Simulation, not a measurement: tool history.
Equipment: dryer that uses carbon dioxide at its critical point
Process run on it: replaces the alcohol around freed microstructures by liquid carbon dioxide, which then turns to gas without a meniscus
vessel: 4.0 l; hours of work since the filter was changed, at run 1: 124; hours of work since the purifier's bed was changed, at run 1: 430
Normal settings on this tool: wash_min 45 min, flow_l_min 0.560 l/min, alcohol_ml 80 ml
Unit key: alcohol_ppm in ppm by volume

run	hour	wash_min	flow_l_min	alcohol_ml	hours of work since the filter was changed	hours of work since the purifier's bed was changed	alcohol_ppm
1	0.0	45	0.560	80	124	430	276
2	20.4	45	0.560	80	134	440	293
3	31.9	41	0.560	80	140	445	386
4	43.5	46	0.560	80	146	451	274
5	68.6	45	0.560	63	158	463	252
6	88.0	45	0.560	63	168	473	278
7	100.0	65	0.560	63	173	479	157
8	113.3	65	0.560	63	180	485	156

For run 9, what comes out?
9	136.7	45	0.381	45	191	497	?

alcohol_ppm: 611 ppm by volume
If the tool had no hidden condition, the same run with the same run-to-run variation would have returned alcohol_ppm 316 ppm by volume.
